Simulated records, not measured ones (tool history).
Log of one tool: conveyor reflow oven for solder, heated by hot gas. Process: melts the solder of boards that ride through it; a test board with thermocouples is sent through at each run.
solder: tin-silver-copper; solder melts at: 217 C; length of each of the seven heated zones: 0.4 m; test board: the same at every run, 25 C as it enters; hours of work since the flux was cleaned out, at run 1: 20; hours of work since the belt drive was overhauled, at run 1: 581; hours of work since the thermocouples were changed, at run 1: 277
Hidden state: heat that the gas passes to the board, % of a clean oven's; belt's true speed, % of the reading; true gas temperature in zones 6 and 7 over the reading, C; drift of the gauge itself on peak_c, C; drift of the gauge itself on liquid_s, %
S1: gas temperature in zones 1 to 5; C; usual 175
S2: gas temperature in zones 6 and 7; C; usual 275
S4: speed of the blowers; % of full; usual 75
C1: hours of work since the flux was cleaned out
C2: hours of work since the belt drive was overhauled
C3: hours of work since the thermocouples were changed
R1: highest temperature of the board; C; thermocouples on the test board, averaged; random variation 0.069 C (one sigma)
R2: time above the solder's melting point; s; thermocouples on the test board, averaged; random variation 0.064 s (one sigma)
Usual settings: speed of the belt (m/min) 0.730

{"run": 1, "hour": 0.0, "S1": 175, "S2": 275, "speed of the belt (m/min)": 0.73, "S4": 75, "C1": 20, "C2": 581, "C3": 277, "R1": 264.94, "R2": 57.3}
{"run": 2, "hour": 15.7, "S1": 175, "S2": 275, "speed of the belt (m/min)": 0.73, "S4": 75, "C1": 28, "C2": 590, "C3": 286, "R1": 264.84, "R2": 57.4}
{"run": 3, "hour": 40.3, "S1": 175, "S2": 275, "speed of the belt (m/min)": 0.73, "S4": 75, "C1": 42, "C2": 603, "C3": 299, "R1": 264.76, "R2": 57.51}
{"run": 4, "hour": 63.5, "S1": 175, "S2": 275, "speed of the belt (m/min)": 0.73, "S4": 75, "C1": 55, "C2": 616, "C3": 312, "R1": 264.87, "R2": 57.37}
{"run": 5, "hour": 91.3, "S1": 175, "S2": 275, "speed of the belt (m/min)": 0.73, "S4": 75, "C1": 71, "C2": 632, "C3": 328, "R1": 264.61, "R2": 57.24}
{"hour": 98.9, "done": "flux residue cleaned out of gas plates and filters"}
{"run": 6, "hour": 124.6, "S1": 168, "S2": 273, "speed of the belt (m/min)": 0.802, "S4": 82, "C1": 14, "C2": 648, "C3": 344, "R1": 260.26, "R2": 48.35}
{"run": 7, "hour": 151.0, "S1": 168, "S2": 275, "speed of the belt (m/min)": 0.802, "S4": 50, "C1": 29, "C2": 663, "C3": 359, "R1": 255.32, "R2": 45.01}
{"run": 8, "hour": 165.3, "S1": 167, "S2": 274, "speed of the belt (m/min)": 0.769, "S4": 87, "C1": 37, "C2": 671, "C3": 367, "R1": 262.77, "R2": 51.65}
{"run": 9, "hour": 178.8, "S1": 188, "S2": 275, "speed of the belt (m/min)": 0.582, "S4": 83, "C1": 45, "C2": 678, "C3": 374, "R1": 270.86, "R2": 79.85}
{"hour": 189.4, "done": "flux residue cleaned out of gas plates and filters, once more"}
{"run": 10, "hour": 198.5, "S1": 175, "S2": 272, "speed of the belt (m/min)": 0.73, "S4": 51, "C1": 5, "C2": 687, "C3": 382, "R1": 258.22, "R2": 53.79}

Forecast each of these 4 alternatives for the next run:
{"run": "A", "hour": 223.1, "S1": 178, "S2": 272, "speed of the belt (m/min)": 0.73, "S4": 57, "C1": 19, "C2": 700, "C3": 396, "R1": "?", "R2": "?"}
{"run": "B", "hour": 223.1, "S1": 177, "S2": 272, "speed of the belt (m/min)": 0.735, "S4": 85, "C1": 19, "C2": 700, "C3": 396, "R1": "?", "R2": "?"}
{"run": "C", "hour": 223.1, "S1": 175, "S2": 277, "speed of the belt (m/min)": 0.668, "S4": 51, "C1": 19, "C2": 700, "C3": 396, "R1": "?", "R2": "?"}
{"run": "D", "hour": 223.1, "S1": 175, "S2": 272, "speed of the belt (m/min)": 0.73, "S4": 61, "C1": 19, "C2": 700, "C3": 396, "R1": "?", "R2": "?"}

run=A R1=259.81 R2=55.85
run=B R1=263.67 R2=57.41
run=C R1=265.29 R2=62.85
run=D R1=260.22 R2=55.17
Without the tool's hidden state the same runs would have given:
run=A R1=258.77 R2=54.62
run=B R1=262.68 R2=56.28
run=C R1=264.22 R2=61.53
run=D R1=259.18 R2=53.94
